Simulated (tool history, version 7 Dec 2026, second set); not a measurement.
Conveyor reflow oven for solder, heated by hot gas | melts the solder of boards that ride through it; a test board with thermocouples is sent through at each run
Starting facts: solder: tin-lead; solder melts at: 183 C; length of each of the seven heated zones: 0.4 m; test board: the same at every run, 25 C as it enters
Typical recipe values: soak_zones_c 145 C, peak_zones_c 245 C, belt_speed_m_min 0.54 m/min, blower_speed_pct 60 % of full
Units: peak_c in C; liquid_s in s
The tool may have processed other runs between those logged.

| run | hour | soak_zones_c | peak_zones_c | belt_speed_m_min | blower_speed_pct | peak_c | liquid_s |
|---|---|---|---|---|---|---|---|
| 1 | 0 | 145 | 245 | 0.54 | 60 | 226.9 | 77.6 |
| 2 | 36.5 | 145 | 245 | 0.54 | 60 | 226.7 | 77.2 |
| 3 | 70.9 | 145 | 260 | 0.54 | 60 | 240 | 85 |
| 4 | 92.5 | 145 | 245 | 0.54 | 60 | 226.9 | 77 |
| 5 | 119.9 | 145 | 245 | 0.454 | 60 | 231.4 | 96.1 |
| 6 | 145.2 | 145 | 245 | 0.611 | 60 | 221.5 | 64.9 |
| 7 | 190.9 | 145 | 245 | 0.54 | 60 | 225.9 | 76.9 |
| 8 | 231.2 | 145 | 245 | 0.54 | 60 | 225.9 | 76.3 |
| 9 | 261.8 | 145 | 245 | 0.54 | 60 | 225.7 | 76.8 |
| 10 | 302 | 145 | 245 | 0.54 | 60 | 225.7 | 76.4 |
| 11 | 329.8 | 145 | 245 | 0.54 | 60 | 225.2 | 76.6 |
| 12 | 358.8 | 145 | 257 | 0.54 | 60 | 235.9 | 83.1 |
| 13 | 399 | 145 | 245 | 0.513 | 60 | 226.5 | 81.5 |
| 14 | 433.2 | 145 | 245 | 0.513 | 60 | 226.1 | 81.4 |
| 15 | 474.7 | 145 | 233 | 0.54 | 60 | 214.1 | 67.7 |
| 16 | 502.3 | 145 | 233 | 0.54 | 60 | 214.6 | 67.2 |
| 17 | 534.2 | 145 | 245 | 0.582 | 60 | 221.6 | 67.8 |
| 18 | 555.9 | 145 | 245 | 0.582 | 60 | 221.5 | 68.1 |
| 19 | 579.7 | 145 | 245 | 0.582 | 60 | 221.6 | 67.8 |
| 20 | 610.9 | 145 | 259 | 0.54 | 60 | 235.8 | 83.4 |
| 21 | 632.2 | 145 | 233 | 0.535 | 80 | 217 | 71.6 |
| 22 | 677.4 | 145 | 233 | 0.535 | 80 | 216.9 | 71.3 |
| 23 | 725.7 | 145 | 233 | 0.535 | 80 | 219.9 | 74.1 |
| 24 | 768.9 | 136 | 256 | 0.525 | 90 | 241.5 | 85.3 |
| 25 | 797.6 | 136 | 256 | 0.525 | 90 | 241.8 | 85.4 |
| 26 | 817 | 147 | 252 | 0.612 | 55 | 227.2 | 69.3 |
| 27 | 855.1 | 158 | 252 | 0.612 | 87 | 235.3 | 78.2 |
| 28 | 880.4 | 145 | 245 | 0.541 | 60 | 226.4 | 77.2 |
| 29 | 907.1 | 148 | 253 | 0.56 | 54 | 230.2 | 78.7 |
| 30 | 939.8 | 145 | 248 | 0.54 | 59 | 227.8 | 78.7 |

Put back what was entered between runs (1 entry, withheld): which listed runs does each sit between, and how does the hidden state differ from the listed run before to the listed run after?
After run 22, before run 23: flux residue cleaned out of gas plates and filters (hour 703.3)
  heat that the gas passes to the board, % of a clean oven's: 86 -> 98.7; belt's true speed, % of the reading: 98.99 -> 98.96; true gas temperature in zones 6 and 7 over the reading, C: -2.67 -> -2.73
  the result without the hidden state subtracted from the measured one, peak_c: -5.3 -> -2.5 C; liquid_s: -4.1 -> -1 s
